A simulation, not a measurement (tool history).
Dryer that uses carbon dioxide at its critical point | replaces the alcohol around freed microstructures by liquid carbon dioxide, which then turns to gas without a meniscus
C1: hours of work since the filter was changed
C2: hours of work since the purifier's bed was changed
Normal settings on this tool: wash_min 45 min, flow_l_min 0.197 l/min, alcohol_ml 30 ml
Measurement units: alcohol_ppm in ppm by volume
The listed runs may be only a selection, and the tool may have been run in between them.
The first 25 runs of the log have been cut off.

{"run": 26, "hour": 661.5, "wash_min": 52, "flow_l_min": 0.197, "alcohol_ml": 59, "C1": 22, "C2": 609, "alcohol_ppm": 152}
{"run": 27, "hour": 681.0, "wash_min": 43, "flow_l_min": 0.213, "alcohol_ml": 30, "C1": 29, "C2": 617, "alcohol_ppm": 162}
{"run": 28, "hour": 699.1, "wash_min": 39, "flow_l_min": 0.213, "alcohol_ml": 51, "C1": 36, "C2": 624, "alcohol_ppm": 197}
{"run": 29, "hour": 723.8, "wash_min": 40, "flow_l_min": 0.156, "alcohol_ml": 75, "C1": 46, "C2": 634, "alcohol_ppm": 596}
{"run": 30, "hour": 744.8, "wash_min": 40, "flow_l_min": 0.156, "alcohol_ml": 75, "C1": 54, "C2": 642, "alcohol_ppm": 614}
{"run": 31, "hour": 779.1, "wash_min": 49, "flow_l_min": 0.146, "alcohol_ml": 72, "C1": 68, "C2": 655, "alcohol_ppm": 369}
{"run": 32, "hour": 795.1, "wash_min": 38, "flow_l_min": 0.215, "alcohol_ml": 21, "C1": 74, "C2": 662, "alcohol_ppm": 179}
{"run": 33, "hour": 821.3, "wash_min": 38, "flow_l_min": 0.215, "alcohol_ml": 21, "C1": 85, "C2": 672, "alcohol_ppm": 176}
{"run": 34, "hour": 841.0, "wash_min": 38, "flow_l_min": 0.249, "alcohol_ml": 30, "C1": 92, "C2": 680, "alcohol_ppm": 165}
{"run": 35, "hour": 862.6, "wash_min": 45, "flow_l_min": 0.16, "alcohol_ml": 30, "C1": 101, "C2": 688, "alcohol_ppm": 262}
{"run": 36, "hour": 887.7, "wash_min": 33, "flow_l_min": 0.16, "alcohol_ml": 57, "C1": 111, "C2": 698, "alcohol_ppm": 982}
{"run": 37, "hour": 918.1, "wash_min": 59, "flow_l_min": 0.152, "alcohol_ml": 27, "C1": 123, "C2": 710, "alcohol_ppm": 181}
{"run": 38, "hour": 947.5, "wash_min": 59, "flow_l_min": 0.152, "alcohol_ml": 46, "C1": 134, "C2": 722, "alcohol_ppm": 210}
{"run": 39, "hour": 978.0, "wash_min": 60, "flow_l_min": 0.152, "alcohol_ml": 76, "C1": 147, "C2": 734, "alcohol_ppm": 232}
{"run": 40, "hour": 999.3, "wash_min": 45, "flow_l_min": 0.198, "alcohol_ml": 118, "C1": 155, "C2": 742, "alcohol_ppm": 269}

What will run 41 give?
{"run": 41, "hour": 1025.1, "wash_min": 59, "flow_l_min": 0.197, "alcohol_ml": 34, "C1": 165, "C2": 753, "alcohol_ppm": "?"}

Run 41 measured alcohol_ppm 168 ppm by volume.
Minus the tool's unlogged condition, the same run would have read alcohol_ppm 0 ppm by volume.
